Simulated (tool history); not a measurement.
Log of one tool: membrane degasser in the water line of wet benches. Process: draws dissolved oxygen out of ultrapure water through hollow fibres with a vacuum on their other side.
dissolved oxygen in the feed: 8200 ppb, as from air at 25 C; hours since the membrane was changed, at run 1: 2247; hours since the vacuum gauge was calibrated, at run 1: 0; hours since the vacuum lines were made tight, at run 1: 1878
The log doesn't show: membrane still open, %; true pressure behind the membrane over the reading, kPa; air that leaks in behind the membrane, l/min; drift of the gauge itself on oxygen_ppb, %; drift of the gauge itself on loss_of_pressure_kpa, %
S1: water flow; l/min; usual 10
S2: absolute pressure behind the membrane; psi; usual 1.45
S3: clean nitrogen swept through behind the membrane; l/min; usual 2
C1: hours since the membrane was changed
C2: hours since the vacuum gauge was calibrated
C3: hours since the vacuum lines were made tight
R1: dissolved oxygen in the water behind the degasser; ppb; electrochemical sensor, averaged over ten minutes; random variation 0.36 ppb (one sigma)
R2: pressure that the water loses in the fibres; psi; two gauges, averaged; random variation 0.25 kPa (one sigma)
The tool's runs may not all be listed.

| run | day | S1 | S2 | S3 | C1 | C2 | C3 | R1 | R2 |
|---|---|---|---|---|---|---|---|---|---|
| 1 | 0 | 10 | 1.45 | 2 | 2247 | 0 | 1878 | 86 | 9.622 |
| 2 | 6.662 | 10 | 1.45 | 2.67 | 2407 | 160 | 2038 | 65.6 | 9.678 |
| 3 | 16.733 | 10 | 1.45 | 2 | 2648 | 402 | 2280 | 86.5 | 9.583 |
| 4 | 24.388 | 10 | 1.45 | 2 | 2832 | 585 | 2463 | 87.1 | 9.675 |
| 5 | 31.433 | 10 | 1.45 | 2 | 3001 | 754 | 2632 | 87.3 | 9.69 |
| 6 | 36.562 | 10 | 1.45 | 3.76 | 3124 | 877 | 2756 | 48.6 | 9.677 |
| 7 | 47.167 | 10 | 1.45 | 2 | 3379 | 1132 | 3010 | 87.8 | 9.706 |
| 8 | 53.517 | 10 | 1.45 | 2 | 3531 | 1284 | 3163 | 87.3 | 9.671 |
| 9 | 60.796 | 10 | 1.45 | 2 | 3706 | 1459 | 3337 | 88 | 9.673 |
| 10 | 71.092 | 10 | 1.45 | 2 | 3953 | 1706 | 3584 | 88.2 | 9.797 |
| 11 | 83.017 | 10 | 2.48 | 2 | 4239 | 1992 | 3871 | 175.9 | 9.794 |
| 12 | 93.175 | 10 | 2.48 | 2 | 4483 | 2236 | 4114 | 176.7 | 9.822 |
| 13 | 104.762 | 10 | 2.48 | 2 | 4761 | 2514 | 4392 | 177.5 | 9.8 |
| 14 | 110.942 | 10 | 1.45 | 2.83 | 4909 | 2663 | 4541 | 65.3 | 9.821 |
| 15 | 115.862 | 10 | 1.45 | 0.98 | 5027 | 2781 | 4659 | 171.4 | 9.8 |
| 16 | 124.821 | 15 | 1.45 | 2 | 5242 | 2996 | 4874 | 151.6 | 14.759 |
|  | 131.821 | seals of the vacuum lines changed |
| 17 | 135.933 | 9 | 1.45 | 4.52 | 5507 | 3260 | 99 | 35.6 | 8.843 |
| 18 | 146.038 | 8 | 1.45 | 1.78 | 5750 | 3503 | 341 | 76.5 | 7.928 |
| 19 | 154.667 | 9 | 1.67 | 1.15 | 5957 | 3710 | 548 | 156.3 | 8.918 |
|  | 155.625 | vacuum gauge calibrated |
| 20 | 163.058 | 12 | 1.67 | 1.15 | 6158 | 178 | 749 | 212 | 11.969 |
| 21 | 174.767 | 12 | 1.67 | 1.15 | 6439 | 459 | 1030 | 213.4 | 11.879 |
| 22 | 181.579 | 9 | 0.96 | 2.55 | 6602 | 623 | 1194 | 32.6 | 8.923 |
| 23 | 188.175 | 9 | 0.96 | 2.55 | 6760 | 781 | 1352 | 32 | 8.936 |
| 24 | 194.604 | 9 | 0.96 | 2.55 | 6915 | 936 | 1506 | 32.6 | 9.017 |
| 25 | 199.588 | 9 | 0.96 | 2.55 | 7034 | 1055 | 1626 | 32.7 | 8.953 |
| 26 | 205.829 | 9 | 0.96 | 2.55 | 7184 | 1205 | 1776 | 32.9 | 8.988 |
|  | 210.042 | vacuum gauge calibrated, once more |
| 27 | 217.471 | 9 | 3.22 | 1.66 | 7463 | 178 | 2055 | 249.7 | 9.013 |
| 28 | 224.6 | 9 | 3.34 | 2.04 | 7634 | 349 | 2226 | 215.3 | 9.03 |
| 29 | 230.358 | 9 | 2.38 | 2.04 | 7772 | 488 | 2364 | 146.3 | 9.065 |
| 30 | 236.575 | 14 | 2.38 | 2.04 | 7922 | 637 | 2513 | 241 | 14.089 |
| 31 | 245.171 | 14 | 2.38 | 2.04 | 8128 | 843 | 2719 | 238.3 | 14.099 |
| 32 | 250.567 | 8 | 1.1 | 5.51 | 8257 | 973 | 2849 | 17.4 | 8.045 |

Some steps in R1 between neighbouring runs. How much of each would the tool show without its hidden state too (settings, what came in, random variation), and how much is left for the hidden state, with any gauge scatter that isn't in both results?
Run 16 -> 17: S1 15 -> 9, S3 2 -> 4.52, seals of the vacuum lines changed. R1 -116 ppb: hidden state -9.3, all else -106.7.
Run 21 -> 22: S1 12 -> 9, S2 1.67 -> 0.96, S3 1.15 -> 2.55. R1 -180.8 ppb: hidden state -4.3, all else -176.5.
Run 26 -> 27: S2 0.96 -> 3.22, S3 2.55 -> 1.66, vacuum gauge calibrated, once more. R1 +216.8 ppb: hidden state +3.2, all else +213.6.
Run 29 -> 30: S1 9 -> 14. R1 +94.7 ppb: hidden state +6, all else +88.7.
Run 31 -> 32: S1 14 -> 8, S2 2.38 -> 1.1, S3 2.04 -> 5.51. R1 -220.9 ppb: hidden state -9.5, all else -211.4.

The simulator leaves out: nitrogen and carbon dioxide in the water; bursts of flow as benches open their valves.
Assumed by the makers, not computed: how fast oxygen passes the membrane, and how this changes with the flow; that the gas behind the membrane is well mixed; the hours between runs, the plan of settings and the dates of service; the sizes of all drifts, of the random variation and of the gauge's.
